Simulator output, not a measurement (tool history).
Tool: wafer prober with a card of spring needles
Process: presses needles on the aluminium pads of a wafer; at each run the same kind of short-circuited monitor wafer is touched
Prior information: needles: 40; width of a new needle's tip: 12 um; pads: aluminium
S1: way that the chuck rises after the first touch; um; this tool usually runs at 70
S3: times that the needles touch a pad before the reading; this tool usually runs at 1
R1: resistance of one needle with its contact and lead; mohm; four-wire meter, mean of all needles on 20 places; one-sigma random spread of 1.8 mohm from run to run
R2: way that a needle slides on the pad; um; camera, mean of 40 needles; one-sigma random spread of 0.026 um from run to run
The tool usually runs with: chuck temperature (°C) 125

run 1 hour=0.0 | S1=70 chuck_temperature_(°C)=125 S3=1 | R1=186 R2=15.21
-- hour=2.4 tips cleaned on abrasive film
run 2 hour=11.0 | S1=70 chuck_temperature_(°C)=125 S3=1 | R1=184 R2=15.13
-- hour=14.2 tips cleaned on abrasive film
run 3 hour=19.9 | S1=70 chuck_temperature_(°C)=125 S3=1 | R1=189 R2=15.16
-- hour=25.6 tips cleaned on abrasive film
run 4 hour=25.6 | S1=70 chuck_temperature_(°C)=125 S3=1 | R1=185 R2=15.16
run 5 hour=33.4 | S1=70 chuck_temperature_(°C)=125 S3=1 | R1=187 R2=15.17
-- hour=36.8 tips cleaned on abrasive film
-- hour=43.3 height of the first contact set anew
run 6 hour=43.3 | S1=70 chuck_temperature_(°C)=125 S3=1 | R1=188 R2=15.16
-- hour=48.3 tips cleaned on abrasive film
run 7 hour=50.9 | S1=70 chuck_temperature_(°C)=125 S3=1 | R1=188 R2=15.18
-- hour=59.8 tips cleaned on abrasive film
run 8 hour=62.8 | S1=70 chuck_temperature_(°C)=125 S3=1 | R1=189 R2=15.20
-- hour=70.8 tips cleaned on abrasive film
run 9 hour=72.1 | S1=70 chuck_temperature_(°C)=125 S3=2 | R1=187 R2=15.15
run 10 hour=78.7 | S1=70 chuck_temperature_(°C)=125 S3=2 | R1=187 R2=15.19
-- hour=81.9 tips cleaned on abrasive film
run 11 hour=91.3 | S1=70 chuck_temperature_(°C)=125 S3=2 | R1=188 R2=15.17
-- hour=93.4 tips cleaned on abrasive film
run 12 hour=98.3 | S1=70 chuck_temperature_(°C)=125 S3=2 | R1=190 R2=15.14
-- hour=104.5 tips cleaned on abrasive film
run 13 hour=110.7 | S1=70 chuck_temperature_(°C)=125 S3=1 | R1=189 R2=15.14
-- hour=116.0 tips cleaned on abrasive film
run 14 hour=116.5 | S1=70 chuck_temperature_(°C)=125 S3=1 | R1=192 R2=15.14
run 15 hour=124.8 | S1=70 chuck_temperature_(°C)=125 S3=1 | R1=188 R2=15.19
-- hour=127.7 tips cleaned on abrasive film
run 16 hour=137.1 | S1=70 chuck_temperature_(°C)=125 S3=1 | R1=185 R2=15.14
-- hour=139.2 tips cleaned on abrasive film
run 17 hour=144.2 | S1=70 chuck_temperature_(°C)=27 S3=2 | R1=168 R2=15.18
-- hour=150.1 tips cleaned on abrasive film
run 18 hour=150.3 | S1=82 chuck_temperature_(°C)=125 S3=1 | R1=189 R2=17.73
run 19 hour=158.2 | S1=85 chuck_temperature_(°C)=103 S3=1 | R1=184 R2=18.40
-- hour=161.5 tips cleaned on abrasive film
run 20 hour=170.5 | S1=85 chuck_temperature_(°C)=56 S3=2 | R1=172 R2=18.38
-- hour=173.1 tips cleaned on abrasive film
run 21 hour=181.5 | S1=71 chuck_temperature_(°C)=82 S3=1 | R1=182 R2=15.35
-- hour=184.4 tips cleaned on abrasive film
run 22 hour=193.1 | S1=62 chuck_temperature_(°C)=71 S3=3 | R1=177 R2=13.43
-- hour=196.4 tips cleaned on abrasive film
run 23 hour=198.8 | S1=70 chuck_temperature_(°C)=48 S3=2 | R1=175 R2=15.15
run 24 hour=206.1 | S1=70 chuck_temperature_(°C)=48 S3=2 | R1=172 R2=15.15
-- hour=208.2 tips cleaned on abrasive film
run 25 hour=217.5 | S1=69 chuck_temperature_(°C)=60 S3=2 | R1=173 R2=14.96
-- hour=220.0 tips cleaned on abrasive film
run 26 hour=222.8 | S1=69 chuck_temperature_(°C)=60 S3=2 | R1=175 R2=14.93
-- hour=231.7 tips cleaned on abrasive film
run 27 hour=232.7 | S1=69 chuck_temperature_(°C)=60 S3=2 | R1=174 R2=14.92
run 28 hour=241.0 | S1=69 chuck_temperature_(°C)=60 S3=2 | R1=175 R2=14.96
-- hour=243.0 tips cleaned on abrasive film
run 29 hour=253.0 | S1=69 chuck_temperature_(°C)=79 S3=1 | R1=178 R2=14.97
-- hour=254.2 tips cleaned on abrasive film
run 30 hour=264.4 | S1=61 chuck_temperature_(°C)=68 S3=2 | R1=177 R2=13.23
-- hour=265.3 tips cleaned on abrasive film
run 31 hour=274.2 | S1=69 chuck_temperature_(°C)=41 S3=2 | R1=172 R2=14.96
-- hour=276.3 tips cleaned on abrasive film
run 32 hour=284.5 | S1=70 chuck_temperature_(°C)=43 S3=3 | R1=172 R2=15.14

3 options for the next run, each taken on its own from the tool as it stands now. Forecast them:
-- hour=287.5 tips cleaned on abrasive film
run A hour=292.7 | S1=70 chuck_temperature_(°C)=125 S3=1 | R1=? R2=?
-- hour=287.5 tips cleaned on abrasive film
run B hour=292.7 | S1=68 chuck_temperature_(°C)=87 S3=1 | R1=? R2=?
-- hour=287.5 tips cleaned on abrasive film
run C hour=292.7 | S1=58 chuck_temperature_(°C)=32 S3=2 | R1=? R2=?

run=A R1=188 R2=15.14
run=B R1=179 R2=14.77
run=C R1=172 R2=12.56
Take away the tool's hidden state, keep each run's random variation, and the runs would have read:
run=A R1=187 R2=15.14
run=B R1=179 R2=14.77
run=C R1=172 R2=12.57
